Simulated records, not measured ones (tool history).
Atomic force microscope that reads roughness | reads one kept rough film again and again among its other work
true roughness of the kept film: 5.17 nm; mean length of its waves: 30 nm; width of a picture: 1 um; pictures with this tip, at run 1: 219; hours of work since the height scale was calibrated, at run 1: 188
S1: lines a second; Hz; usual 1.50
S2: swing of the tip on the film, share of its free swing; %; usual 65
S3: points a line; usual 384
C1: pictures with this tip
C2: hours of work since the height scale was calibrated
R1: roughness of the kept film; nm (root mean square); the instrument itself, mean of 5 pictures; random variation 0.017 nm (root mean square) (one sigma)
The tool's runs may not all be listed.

| run | hour | S1 | S2 | S3 | C1 | C2 | R1 |
|---|---|---|---|---|---|---|---|
| 1 | 0.0 | 1.50 | 65 | 384 | 219 | 188 | 2.742 |
|  | 2.8 | new tip fitted |
| 2 | 12.8 | 1.50 | 65 | 384 | 14 | 196 | 3.951 |
| 3 | 25.2 | 1.50 | 65 | 384 | 32 | 203 | 3.778 |
| 4 | 45.7 | 1.50 | 65 | 438 | 62 | 216 | 3.545 |
| 5 | 54.9 | 1.50 | 65 | 438 | 75 | 222 | 3.494 |
| 6 | 74.1 | 1.50 | 65 | 438 | 103 | 233 | 3.289 |
| 7 | 85.4 | 1.50 | 65 | 384 | 119 | 240 | 3.187 |
| 8 | 104.0 | 3.29 | 65 | 384 | 146 | 252 | 2.797 |
| 9 | 116.0 | 3.75 | 65 | 384 | 164 | 259 | 2.681 |
| 10 | 136.3 | 1.50 | 65 | 650 | 193 | 271 | 2.809 |
|  | 138.8 | height scale calibrated on a step standard |
| 11 | 150.7 | 1.50 | 65 | 650 | 212 | 7 | 2.720 |
|  | 157.6 | new tip fitted |
| 12 | 162.3 | 1.50 | 65 | 650 | 6 | 14 | 4.057 |
| 13 | 171.1 | 1.50 | 79 | 384 | 19 | 19 | 3.631 |
| 14 | 186.5 | 1.50 | 87 | 384 | 41 | 29 | 3.251 |
| 15 | 204.9 | 1.50 | 87 | 384 | 68 | 40 | 3.065 |
| 16 | 215.7 | 1.50 | 87 | 771 | 84 | 47 | 2.959 |
| 17 | 224.8 | 1.50 | 65 | 326 | 97 | 52 | 3.293 |
|  | 234.3 | height scale calibrated on a step standard, once more |
| 18 | 240.1 | 1.98 | 60 | 714 | 118 | 4 | 3.220 |
| 19 | 256.3 | 2.13 | 56 | 409 | 141 | 13 | 3.138 |
| 20 | 269.1 | 2.13 | 56 | 409 | 160 | 21 | 3.058 |
| 21 | 287.1 | 0.69 | 57 | 305 | 186 | 32 | 2.973 |
| 22 | 299.5 | 0.59 | 78 | 355 | 204 | 40 | 2.796 |
| 23 | 310.7 | 0.59 | 78 | 355 | 220 | 47 | 2.737 |
|  | 313.2 | new tip fitted |
| 24 | 325.0 | 0.59 | 78 | 355 | 17 | 55 | 4.002 |
| 25 | 341.3 | 0.59 | 78 | 441 | 40 | 65 | 3.812 |
| 26 | 362.2 | 0.59 | 78 | 441 | 70 | 78 | 3.557 |
| 27 | 376.0 | 0.59 | 78 | 441 | 91 | 86 | 3.397 |
| 28 | 394.2 | 0.59 | 78 | 441 | 117 | 98 | 3.234 |
| 29 | 405.9 | 0.68 | 80 | 606 | 134 | 105 | 3.086 |
| 30 | 424.7 | 0.74 | 65 | 384 | 161 | 116 | 3.065 |
| 31 | 439.1 | 1.93 | 61 | 696 | 182 | 125 | 2.891 |
| 32 | 452.8 | 2.07 | 86 | 696 | 202 | 133 | 2.286 |
| 33 | 462.3 | 1.81 | 73 | 409 | 215 | 139 | 2.558 |
|  | 468.7 | new tip fitted |
| 34 | 483.2 | 1.81 | 73 | 409 | 21 | 152 | 3.708 |

4 ways to go on from here, each from the tool as it stands after run 34. What would each give?
| A | 495.5 | 2.63 | 73 | 384 | 39 | 159 | ? |
| B | 495.5 | 1.50 | 64 | 384 | 39 | 159 | ? |
| C | 495.5 | 0.53 | 73 | 409 | 39 | 159 | ? |
| D | 495.5 | 1.02 | 73 | 477 | 39 | 159 | ? |

| run | R1 |
|---|---|
| A | 3.339 |
| B | 3.781 |
| C | 3.880 |
| D | 3.754 |
Without the tool's hidden state the same runs would have given:
| run | R1 |
|---|---|
| A | 3.653 |
| B | 4.136 |
| C | 4.245 |
| D | 4.107 |
